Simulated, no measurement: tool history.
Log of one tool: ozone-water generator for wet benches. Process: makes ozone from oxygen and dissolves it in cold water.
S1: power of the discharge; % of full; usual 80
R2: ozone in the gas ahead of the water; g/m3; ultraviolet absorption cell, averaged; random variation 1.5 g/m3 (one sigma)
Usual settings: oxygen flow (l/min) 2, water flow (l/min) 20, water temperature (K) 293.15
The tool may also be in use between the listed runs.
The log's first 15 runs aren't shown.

Run 16, hour 697.3: usual settings but S1 65 % of full. Result: dissolved ozone (ppm) 12.8, R2 238.4 g/m3.
Run 17, hour 757.7: usual settings but S1 65 % of full, oxygen flow (l/min) 1.7. Result: dissolved ozone (ppm) 12.3, R2 254.3 g/m3.
Run 18, hour 807.2: usual settings but S1 50 % of full, oxygen flow (l/min) 1.28, water flow (l/min) 12, water temperature (K) 297.15. Result: dissolved ozone (ppm) 15.6, R2 248.8 g/m3.
Run 19, hour 877: usual settings but water temperature (K) 291.15. Result: dissolved ozone (ppm) 15, R2 265.6 g/m3.
Run 20, hour 935.3: usual settings but water temperature (K) 299.15. Result: dissolved ozone (ppm) 13.9, R2 269.9 g/m3.
Run 21, hour 978.7: usual settings. Result: dissolved ozone (ppm) 14.4, R2 269.4 g/m3.
Run 22, hour 1009.8: usual settings. Result: dissolved ozone (ppm) 14.4, R2 266.6 g/m3.
Run 23, hour 1074.8: usual settings. Result: dissolved ozone (ppm) 14.6, R2 268.8 g/m3.
Run 24, hour 1106.3: usual settings but oxygen flow (l/min) 1.22. Result: dissolved ozone (ppm) 12.1, R2 327.1 g/m3.
Run 25, hour 1165.1: usual settings but oxygen flow (l/min) 1.15. Result: dissolved ozone (ppm) 11.6, R2 333.1 g/m3.

Forecast run 26:
Run 26, hour 1217.9: usual settings but oxygen flow (l/min) 1.15. Result: dissolved ozone (ppm) ?, R2 ?.

Run 26 gave dissolved ozone (ppm) 11.7, R2 334.3 g/m3.
Without the tool's hidden state the same run would have given dissolved ozone (ppm) 11.7, R2 343.1 g/m3.

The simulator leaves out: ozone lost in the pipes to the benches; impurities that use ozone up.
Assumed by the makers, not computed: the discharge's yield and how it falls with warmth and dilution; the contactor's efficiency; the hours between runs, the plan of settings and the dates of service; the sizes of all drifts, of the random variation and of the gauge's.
